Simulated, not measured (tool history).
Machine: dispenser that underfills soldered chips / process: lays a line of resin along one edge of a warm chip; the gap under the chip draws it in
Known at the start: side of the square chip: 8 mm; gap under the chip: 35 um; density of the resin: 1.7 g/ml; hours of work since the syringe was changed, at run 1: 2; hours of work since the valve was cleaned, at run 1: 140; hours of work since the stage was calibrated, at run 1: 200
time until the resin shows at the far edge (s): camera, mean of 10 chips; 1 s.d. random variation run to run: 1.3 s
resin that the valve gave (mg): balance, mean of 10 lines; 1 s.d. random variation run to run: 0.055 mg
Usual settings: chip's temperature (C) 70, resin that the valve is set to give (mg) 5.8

run,hour,chip's temperature (C),resin that the valve is set to give (mg),hours of work since the syringe was changed,hours of work since the valve was cleaned,hours of work since the stage was calibrated,time until the resin shows at the far edge (s),resin that the valve gave (mg)
1,0,70,5.8,2,140,200,154.7,5.16
# hour 6.5: dispensing valve cleaned and set on the balance
# hour 7.5: new syringe of resin
2,7.5,71,5.8,0,0,204,123.8,5.77
3,14.4,71,5.8,5,5,208,171.1,5.76
# hour 18.1: new syringe of resin
4,21,62,5.8,2,9,212,220.5,5.77
5,26.3,60,5.8,5,13,216,309.6,5.76
# hour 28.2: new syringe of resin
6,36.4,60,5.8,5,19,222,308,5.64
# hour 38.4: new syringe of resin
7,45.4,60,5.8,5,24,228,278.4,5.63
# hour 48.4: new syringe of resin
8,50.5,83,5.8,1,28,231,82.1,5.71
9,56.5,83,5.8,5,32,235,111.5,5.57
# hour 59.1: new syringe of resin
10,66,83,5.8,4,37,241,104.4,5.66
# hour 69.2: new syringe of resin
11,72.5,70,5.8,2,42,245,152.3,5.62
12,77.1,70,5.86,5,45,248,190.8,5.59
# hour 79.6: new syringe of resin
13,83.7,70,5.86,3,49,252,159.3,5.59
# hour 90.1: new syringe of resin
14,91,70,5.86,1,53,256,141.6,5.57
15,97.1,70,5.86,5,57,260,185.9,5.56
# hour 100.2: new syringe of resin
16,106.6,70,5.86,4,63,266,175.3,5.69
# hour 110.7: new syringe of resin
17,114.2,70,5.8,2,68,271,163.7,5.52
# hour 120.7: new syringe of resin
18,123.3,70,5.8,2,74,277,150.5,5.5
19,128.6,70,6.88,5,77,280,186.1,6.46
# hour 130.7: new syringe of resin
20,133.8,66,7.41,2,80,283,187.3,6.92
# hour 141: new syringe of resin
21,142.8,55,5.26,1,86,289,313.4,4.97

Expected results for the next run?
22,149.5,55,5.26,6,90,293,?,?

time until the resin shows at the far edge (s): 422.9
resin that the valve gave (mg): 4.91
Minus the tool's unlogged condition, the same run would have read time until the resin shows at the far edge (s) 251.1, resin that the valve gave (mg) 5.24.
